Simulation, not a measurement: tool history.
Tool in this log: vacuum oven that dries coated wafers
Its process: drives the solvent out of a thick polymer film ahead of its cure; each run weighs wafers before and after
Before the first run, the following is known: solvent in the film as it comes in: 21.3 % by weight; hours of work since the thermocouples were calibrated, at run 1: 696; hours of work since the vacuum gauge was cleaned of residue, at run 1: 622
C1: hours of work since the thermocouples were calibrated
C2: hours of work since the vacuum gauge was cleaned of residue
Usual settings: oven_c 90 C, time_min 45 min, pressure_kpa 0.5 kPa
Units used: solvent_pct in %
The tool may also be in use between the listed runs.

{"run": 1, "hour": 0.0, "oven_c": 90, "time_min": 45, "pressure_kpa": 0.5, "C1": 696, "C2": 622, "solvent_pct": 1.6}
{"run": 2, "hour": 21.4, "oven_c": 90, "time_min": 45, "pressure_kpa": 0.5, "C1": 711, "C2": 637, "solvent_pct": 1.45}
{"run": 3, "hour": 40.6, "oven_c": 90, "time_min": 45, "pressure_kpa": 1.277, "C1": 725, "C2": 650, "solvent_pct": 1.67}
{"run": 4, "hour": 60.1, "oven_c": 90, "time_min": 45, "pressure_kpa": 1.277, "C1": 738, "C2": 664, "solvent_pct": 1.78}
{"run": 5, "hour": 91.4, "oven_c": 90, "time_min": 45, "pressure_kpa": 1.277, "C1": 760, "C2": 686, "solvent_pct": 1.74}
{"run": 6, "hour": 125.5, "oven_c": 90, "time_min": 51, "pressure_kpa": 1.277, "C1": 784, "C2": 709, "solvent_pct": 1.32}
{"run": 7, "hour": 146.8, "oven_c": 90, "time_min": 51, "pressure_kpa": 1.277, "C1": 798, "C2": 724, "solvent_pct": 1.42}
{"run": 8, "hour": 169.9, "oven_c": 90, "time_min": 25, "pressure_kpa": 0.5, "C1": 815, "C2": 740, "solvent_pct": 4.2}
{"run": 9, "hour": 187.5, "oven_c": 83, "time_min": 45, "pressure_kpa": 0.5, "C1": 827, "C2": 752, "solvent_pct": 3.06}
{"run": 10, "hour": 212.7, "oven_c": 95, "time_min": 45, "pressure_kpa": 0.5, "C1": 844, "C2": 770, "solvent_pct": 0.74}
{"run": 11, "hour": 230.6, "oven_c": 95, "time_min": 45, "pressure_kpa": 0.5, "C1": 857, "C2": 782, "solvent_pct": 0.78}
{"run": 12, "hour": 267.5, "oven_c": 90, "time_min": 45, "pressure_kpa": 1.44, "C1": 882, "C2": 808, "solvent_pct": 1.74}
{"run": 13, "hour": 293.0, "oven_c": 90, "time_min": 45, "pressure_kpa": 1.44, "C1": 900, "C2": 826, "solvent_pct": 1.73}
{"run": 14, "hour": 312.0, "oven_c": 90, "time_min": 45, "pressure_kpa": 1.276, "C1": 913, "C2": 839, "solvent_pct": 1.69}
{"run": 15, "hour": 330.4, "oven_c": 90, "time_min": 24, "pressure_kpa": 1.276, "C1": 926, "C2": 852, "solvent_pct": 4.55}
{"run": 16, "hour": 363.7, "oven_c": 90, "time_min": 24, "pressure_kpa": 1.276, "C1": 949, "C2": 875, "solvent_pct": 4.64}
{"run": 17, "hour": 397.8, "oven_c": 90, "time_min": 45, "pressure_kpa": 0.353, "C1": 973, "C2": 899, "solvent_pct": 1.38}
{"run": 18, "hour": 435.2, "oven_c": 90, "time_min": 45, "pressure_kpa": 0.5, "C1": 999, "C2": 925, "solvent_pct": 1.36}
{"run": 19, "hour": 460.1, "oven_c": 90, "time_min": 45, "pressure_kpa": 0.5, "C1": 1016, "C2": 942, "solvent_pct": 1.41}
{"run": 20, "hour": 492.6, "oven_c": 90, "time_min": 45, "pressure_kpa": 0.5, "C1": 1039, "C2": 965, "solvent_pct": 1.42}
{"run": 21, "hour": 521.2, "oven_c": 90, "time_min": 45, "pressure_kpa": 0.5, "C1": 1059, "C2": 985, "solvent_pct": 1.33}
{"run": 22, "hour": 549.4, "oven_c": 86, "time_min": 45, "pressure_kpa": 0.5, "C1": 1079, "C2": 1004, "solvent_pct": 2.14}
{"run": 23, "hour": 569.0, "oven_c": 86, "time_min": 45, "pressure_kpa": 0.5, "C1": 1092, "C2": 1018, "solvent_pct": 2.24}
{"run": 24, "hour": 591.7, "oven_c": 86, "time_min": 45, "pressure_kpa": 0.5, "C1": 1108, "C2": 1034, "solvent_pct": 2.18}
{"run": 25, "hour": 613.3, "oven_c": 90, "time_min": 23, "pressure_kpa": 0.5, "C1": 1123, "C2": 1049, "solvent_pct": 4.64}
{"run": 26, "hour": 633.2, "oven_c": 90, "time_min": 28, "pressure_kpa": 0.5, "C1": 1137, "C2": 1063, "solvent_pct": 3.51}
{"run": 27, "hour": 667.7, "oven_c": 90, "time_min": 28, "pressure_kpa": 0.5, "C1": 1161, "C2": 1087, "solvent_pct": 3.49}
{"run": 28, "hour": 707.0, "oven_c": 97, "time_min": 67, "pressure_kpa": 0.5, "C1": 1188, "C2": 1114, "solvent_pct": 0.26}
{"run": 29, "hour": 745.4, "oven_c": 97, "time_min": 67, "pressure_kpa": 0.5, "C1": 1215, "C2": 1141, "solvent_pct": 0.13}
{"run": 30, "hour": 785.1, "oven_c": 84, "time_min": 75, "pressure_kpa": 0.841, "C1": 1242, "C2": 1168, "solvent_pct": 1.02}
{"run": 31, "hour": 809.8, "oven_c": 84, "time_min": 75, "pressure_kpa": 0.986, "C1": 1260, "C2": 1185, "solvent_pct": 1.11}
{"run": 32, "hour": 846.1, "oven_c": 84, "time_min": 75, "pressure_kpa": 0.986, "C1": 1285, "C2": 1211, "solvent_pct": 1.07}
{"run": 33, "hour": 872.6, "oven_c": 90, "time_min": 26, "pressure_kpa": 0.345, "C1": 1303, "C2": 1229, "solvent_pct": 3.68}
{"run": 34, "hour": 890.1, "oven_c": 90, "time_min": 26, "pressure_kpa": 0.345, "C1": 1316, "C2": 1241, "solvent_pct": 3.71}
{"run": 35, "hour": 924.0, "oven_c": 90, "time_min": 59, "pressure_kpa": 0.5, "C1": 1339, "C2": 1265, "solvent_pct": 0.74}
{"run": 36, "hour": 956.0, "oven_c": 90, "time_min": 59, "pressure_kpa": 0.5, "C1": 1361, "C2": 1287, "solvent_pct": 0.72}
{"run": 37, "hour": 976.5, "oven_c": 76, "time_min": 59, "pressure_kpa": 1.735, "C1": 1376, "C2": 1301, "solvent_pct": 3.91}
{"run": 38, "hour": 1015.2, "oven_c": 76, "time_min": 59, "pressure_kpa": 1.735, "C1": 1403, "C2": 1328, "solvent_pct": 3.91}
{"run": 39, "hour": 1047.2, "oven_c": 76, "time_min": 59, "pressure_kpa": 1.735, "C1": 1425, "C2": 1350, "solvent_pct": 3.84}
{"run": 40, "hour": 1087.2, "oven_c": 76, "time_min": 59, "pressure_kpa": 1.735, "C1": 1453, "C2": 1378, "solvent_pct": 3.9}
{"run": 41, "hour": 1109.4, "oven_c": 90, "time_min": 31, "pressure_kpa": 0.5, "C1": 1468, "C2": 1394, "solvent_pct": 2.75}
{"run": 42, "hour": 1136.7, "oven_c": 82, "time_min": 73, "pressure_kpa": 0.5, "C1": 1487, "C2": 1413, "solvent_pct": 1.18}
{"run": 43, "hour": 1162.5, "oven_c": 82, "time_min": 73, "pressure_kpa": 0.5, "C1": 1505, "C2": 1431, "solvent_pct": 1.21}
{"run": 44, "hour": 1181.7, "oven_c": 82, "time_min": 73, "pressure_kpa": 0.5, "C1": 1518, "C2": 1444, "solvent_pct": 1.22}
{"run": 45, "hour": 1213.2, "oven_c": 85, "time_min": 45, "pressure_kpa": 0.5, "C1": 1540, "C2": 1466, "solvent_pct": 2.31}
{"run": 46, "hour": 1231.4, "oven_c": 85, "time_min": 45, "pressure_kpa": 0.5, "C1": 1553, "C2": 1479, "solvent_pct": 2.42}

What if the next run were any one of these 4? Each begins from the tool's condition after run 46:
{"run": "A", "hour": 1268.7, "oven_c": 100, "time_min": 42, "pressure_kpa": 0.289, "C1": 1579, "C2": 1505, "solvent_pct": "?"}
{"run": "B", "hour": 1268.7, "oven_c": 85, "time_min": 45, "pressure_kpa": 0.454, "C1": 1579, "C2": 1505, "solvent_pct": "?"}
{"run": "C", "hour": 1268.7, "oven_c": 85, "time_min": 62, "pressure_kpa": 0.5, "C1": 1579, "C2": 1505, "solvent_pct": "?"}
{"run": "D", "hour": 1268.7, "oven_c": 84, "time_min": 45, "pressure_kpa": 0.405, "C1": 1579, "C2": 1505, "solvent_pct": "?"}

run=A solvent_pct=0.4
run=B solvent_pct=2.33
run=C solvent_pct=1.27
run=D solvent_pct=2.49
What these runs would have given with no unlogged condition in the tool:
run=A solvent_pct=0.57
run=B solvent_pct=3.13
run=C solvent_pct=1.78
run=D solvent_pct=3.34
